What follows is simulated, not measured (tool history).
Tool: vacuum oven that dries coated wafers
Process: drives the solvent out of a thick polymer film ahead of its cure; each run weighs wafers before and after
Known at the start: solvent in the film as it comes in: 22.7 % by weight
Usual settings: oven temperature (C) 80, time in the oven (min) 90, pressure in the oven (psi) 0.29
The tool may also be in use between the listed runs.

run 1 hour=0 | oven_temperature_(C)=80 time_in_the_oven_(min)=90 pressure_in_the_oven_(psi)=0.29 | solvent_left_in_the_film_(%)=5.03
run 2 hour=77.3 | oven_temperature_(C)=80 time_in_the_oven_(min)=90 pressure_in_the_oven_(psi)=0.29 | solvent_left_in_the_film_(%)=5.07
run 3 hour=173.7 | oven_temperature_(C)=80 time_in_the_oven_(min)=90 pressure_in_the_oven_(psi)=0.29 | solvent_left_in_the_film_(%)=5.04
run 4 hour=269.3 | oven_temperature_(C)=80 time_in_the_oven_(min)=90 pressure_in_the_oven_(psi)=0.29 | solvent_left_in_the_film_(%)=5.08
run 5 hour=384.8 | oven_temperature_(C)=80 time_in_the_oven_(min)=90 pressure_in_the_oven_(psi)=0.29 | solvent_left_in_the_film_(%)=5.12
run 6 hour=479.3 | oven_temperature_(C)=80 time_in_the_oven_(min)=90 pressure_in_the_oven_(psi)=0.29 | solvent_left_in_the_film_(%)=4.93
run 7 hour=552.2 | oven_temperature_(C)=80 time_in_the_oven_(min)=90 pressure_in_the_oven_(psi)=0.29 | solvent_left_in_the_film_(%)=4.87
run 8 hour=636 | oven_temperature_(C)=80 time_in_the_oven_(min)=90 pressure_in_the_oven_(psi)=0.29 | solvent_left_in_the_film_(%)=4.97
run 9 hour=736.7 | oven_temperature_(C)=78 time_in_the_oven_(min)=90 pressure_in_the_oven_(psi)=0.29 | solvent_left_in_the_film_(%)=5.96
run 10 hour=806.2 | oven_temperature_(C)=78 time_in_the_oven_(min)=90 pressure_in_the_oven_(psi)=0.249 | solvent_left_in_the_film_(%)=5.87
run 11 hour=889 | oven_temperature_(C)=78 time_in_the_oven_(min)=90 pressure_in_the_oven_(psi)=0.249 | solvent_left_in_the_film_(%)=5.83
run 12 hour=1018.8 | oven_temperature_(C)=73 time_in_the_oven_(min)=90 pressure_in_the_oven_(psi)=0.249 | solvent_left_in_the_film_(%)=8.55
run 13 hour=1108.9 | oven_temperature_(C)=73 time_in_the_oven_(min)=142 pressure_in_the_oven_(psi)=0.249 | solvent_left_in_the_film_(%)=5.77
run 14 hour=1195.3 | oven_temperature_(C)=73 time_in_the_oven_(min)=142 pressure_in_the_oven_(psi)=0.249 | solvent_left_in_the_film_(%)=5.93
run 15 hour=1263.5 | oven_temperature_(C)=73 time_in_the_oven_(min)=142 pressure_in_the_oven_(psi)=0.249 | solvent_left_in_the_film_(%)=5.98
run 16 hour=1388.9 | oven_temperature_(C)=80 time_in_the_oven_(min)=90 pressure_in_the_oven_(psi)=0.29 | solvent_left_in_the_film_(%)=5.2
run 17 hour=1520.8 | oven_temperature_(C)=80 time_in_the_oven_(min)=90 pressure_in_the_oven_(psi)=0.886 | solvent_left_in_the_film_(%)=6.56
run 18 hour=1618.6 | oven_temperature_(C)=80 time_in_the_oven_(min)=77 pressure_in_the_oven_(psi)=0.29 | solvent_left_in_the_film_(%)=6.04
run 19 hour=1732.6 | oven_temperature_(C)=80 time_in_the_oven_(min)=90 pressure_in_the_oven_(psi)=0.265 | solvent_left_in_the_film_(%)=4.97
run 20 hour=1809.3 | oven_temperature_(C)=80 time_in_the_oven_(min)=90 pressure_in_the_oven_(psi)=0.265 | solvent_left_in_the_film_(%)=5.08
run 21 hour=1924.9 | oven_temperature_(C)=80 time_in_the_oven_(min)=90 pressure_in_the_oven_(psi)=0.265 | solvent_left_in_the_film_(%)=5.09
run 22 hour=2055.2 | oven_temperature_(C)=80 time_in_the_oven_(min)=90 pressure_in_the_oven_(psi)=0.265 | solvent_left_in_the_film_(%)=4.61
run 23 hour=2129.8 | oven_temperature_(C)=80 time_in_the_oven_(min)=95 pressure_in_the_oven_(psi)=0.228 | solvent_left_in_the_film_(%)=4.16
run 24 hour=2209.9 | oven_temperature_(C)=82 time_in_the_oven_(min)=95 pressure_in_the_oven_(psi)=0.228 | solvent_left_in_the_film_(%)=3.33
run 25 hour=2303.3 | oven_temperature_(C)=80 time_in_the_oven_(min)=158 pressure_in_the_oven_(psi)=0.29 | solvent_left_in_the_film_(%)=1.99
run 26 hour=2425.9 | oven_temperature_(C)=80 time_in_the_oven_(min)=158 pressure_in_the_oven_(psi)=0.29 | solvent_left_in_the_film_(%)=2.02
run 27 hour=2514.1 | oven_temperature_(C)=66 time_in_the_oven_(min)=76 pressure_in_the_oven_(psi)=0.702 | solvent_left_in_the_film_(%)=13.88
run 28 hour=2631.7 | oven_temperature_(C)=76 time_in_the_oven_(min)=148 pressure_in_the_oven_(psi)=0.368 | solvent_left_in_the_film_(%)=3.97
run 29 hour=2716.6 | oven_temperature_(C)=81 time_in_the_oven_(min)=48 pressure_in_the_oven_(psi)=0.194 | solvent_left_in_the_film_(%)=7.92
run 30 hour=2796.3 | oven_temperature_(C)=83 time_in_the_oven_(min)=90 pressure_in_the_oven_(psi)=0.29 | solvent_left_in_the_film_(%)=3.34
run 31 hour=2860.8 | oven_temperature_(C)=83 time_in_the_oven_(min)=90 pressure_in_the_oven_(psi)=0.603 | solvent_left_in_the_film_(%)=4.05
run 32 hour=2957.4 | oven_temperature_(C)=83 time_in_the_oven_(min)=148 pressure_in_the_oven_(psi)=0.47 | solvent_left_in_the_film_(%)=2.03
run 33 hour=3014.1 | oven_temperature_(C)=80 time_in_the_oven_(min)=110 pressure_in_the_oven_(psi)=0.3 | solvent_left_in_the_film_(%)=3.58
run 34 hour=3123.9 | oven_temperature_(C)=66 time_in_the_oven_(min)=76 pressure_in_the_oven_(psi)=0.666 | solvent_left_in_the_film_(%)=13.55
run 35 hour=3227.5 | oven_temperature_(C)=66 time_in_the_oven_(min)=76 pressure_in_the_oven_(psi)=0.666 | solvent_left_in_the_film_(%)=13.82
run 36 hour=3326.2 | oven_temperature_(C)=68 time_in_the_oven_(min)=109 pressure_in_the_oven_(psi)=0.86 | solvent_left_in_the_film_(%)=11.34
run 37 hour=3388.1 | oven_temperature_(C)=68 time_in_the_oven_(min)=109 pressure_in_the_oven_(psi)=0.86 | solvent_left_in_the_film_(%)=11.34
run 38 hour=3459.6 | oven_temperature_(C)=80 time_in_the_oven_(min)=107 pressure_in_the_oven_(psi)=0.455 | solvent_left_in_the_film_(%)=4.06
run 39 hour=3586.1 | oven_temperature_(C)=80 time_in_the_oven_(min)=107 pressure_in_the_oven_(psi)=0.455 | solvent_left_in_the_film_(%)=3.99

Not shown: 3 entries that the log had between the listed runs. Between which runs, and how does the tool's hidden state differ before and after?
Between runs 13 and 14: oven's thermocouples calibrated (hour 1164.5)
  true wafer temperature over the reading, C: 0.8 -> 0.36; true pressure over the reading, kPa: 0.932 -> 0.944
  measured less the result without the state, solvent left in the film (%): +0.02 -> +0.26
Between runs 19 and 20: vacuum gauge cleaned of residue and calibrated (hour 1763.1)
  true wafer temperature over the reading, C: 0.53 -> 0.56; true pressure over the reading, kPa: 1.02 -> 1.136
  measured less the result without the state, solvent left in the film (%): +0.12 -> +0.15
Between runs 21 and 22: vacuum gauge cleaned of residue and calibrated, once more (hour 2055.2)
  true wafer temperature over the reading, C: 0.59 -> 0.63; true pressure over the reading, kPa: 1.152 -> 0.001
  measured less the result without the state, solvent left in the film (%): +0.14 -> -0.3

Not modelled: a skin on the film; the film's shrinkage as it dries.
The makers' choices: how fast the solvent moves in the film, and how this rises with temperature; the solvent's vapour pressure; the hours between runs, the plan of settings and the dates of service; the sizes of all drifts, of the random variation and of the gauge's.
